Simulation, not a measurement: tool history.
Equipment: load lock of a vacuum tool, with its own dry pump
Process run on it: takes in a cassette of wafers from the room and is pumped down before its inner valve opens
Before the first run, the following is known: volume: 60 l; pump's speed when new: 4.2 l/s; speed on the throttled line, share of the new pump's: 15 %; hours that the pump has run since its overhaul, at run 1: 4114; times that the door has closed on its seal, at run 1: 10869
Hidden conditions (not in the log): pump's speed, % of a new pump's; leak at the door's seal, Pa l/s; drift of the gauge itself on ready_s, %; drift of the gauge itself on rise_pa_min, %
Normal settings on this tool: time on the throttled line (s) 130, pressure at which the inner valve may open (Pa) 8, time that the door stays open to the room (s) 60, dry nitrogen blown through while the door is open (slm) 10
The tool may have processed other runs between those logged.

run    hour  time on the throttled line (s)  pressure at which the inner valve may open (Pa)  time that the door stays open to the room (s)  dry nitrogen blown through while the door is open (slm)  hours that the pump has run since its overhaul  times that the door has closed on its seal  incoming humidity of the room's air, %  time from the closed door until the inner valve may open (s)  rise of the pressure with all valves shut (Pa/min)
  1       0                             130                                                8                                             60                                                       10                                            4114                                       10869                                    46.8                                                         256.5                                               0.136
  2   153.7                             130                                                8                                             60                                                       10                                            4268                                       11125                                      45                                                           256                                               0.136
  3   286.6                             130                                                8                                             60                                                       10                                            4401                                       11346                                      44                                                         258.3                                               0.139
  4   560.9                             130                                                8                                             60                                                       10                                            4675                                       11803                                    48.7                                                         254.9                                               0.154
  5   833.7                             224                                                8                                             60                                                       10                                            4948                                       12258                                    45.3                                                         337.7                                               0.151
  6    1101                             224                                                8                                             60                                                       10                                            5215                                       12703                                    41.7                                                         340.5                                                0.15
  7  1376.6                             224                                                8                                             60                                                       10                                            5491                                       13162                                    47.9                                                           341                                               0.163
  8  1596.7                             224                                                8                                             60                                                       10                                            5711                                       13528                                    41.7                                                         339.2                                               0.166
  9  1805.7                             258                                               16                                             41                                                       32                                            5920                                       13877                                    43.2                                                         355.9                                               0.147
 10  1990.8                             148                                               16                                             57                                                       32                                            6105                                       14185                                    43.5                                                         261.4                                               0.157
 11  2154.8                             108                                                7                                            167                                                       25                                            6269                                       14458                                    44.3                                                         244.3                                               0.191
 12  2459.7                             108                                                7                                            167                                                       25                                            6574                                       14966                                    44.3                                                         244.3                                               0.192
 13  2585.3                             108                                                7                                            167                                                       25                                            6700                                       15175                                    46.4                                                         246.1                                               0.205
 14  2849.1                             108                                                9                                            167                                                       25                                            6964                                       15614                                    45.7                                                         243.3                                               0.215
 15  3045.2                             167                                               11                                             72                                                       25                                            7160                                       15941                                    46.3                                                         288.8                                               0.188
 16  3344.4                             167                                               11                                             72                                                       41                                            7459                                       16439                                    43.3                                                         288.8                                               0.185

Forecast each of these 3 alternatives for the next run:
  A  3579.3                             105                                               11                                             72                                                       41                                            7694                                       16831                                    42.1                                                             ?                                                   ?
  B  3579.3                             167                                               11                                             38                                                        9                                            7694                                       16831                                    44.7                                                             ?                                                   ?
  C  3579.3                             149                                               11                                            140                                                       41                                            7694                                       16831                                    47.2                                                             ?                                                   ?

run  time from the closed door until the inner valve may open (s)  rise of the pressure with all valves shut (Pa/min)
  A                                                         239.8                                               0.194
  B                                                         287.2                                               0.209
  C                                                         276.2                                               0.205
Without the tool's unlogged condition, the same runs would have read:
run  time from the closed door until the inner valve may open (s)  rise of the pressure with all valves shut (Pa/min)
  A                                                         223.9                                                0.03
  B                                                         272.9                                               0.045
  C                                                         261.4                                               0.044

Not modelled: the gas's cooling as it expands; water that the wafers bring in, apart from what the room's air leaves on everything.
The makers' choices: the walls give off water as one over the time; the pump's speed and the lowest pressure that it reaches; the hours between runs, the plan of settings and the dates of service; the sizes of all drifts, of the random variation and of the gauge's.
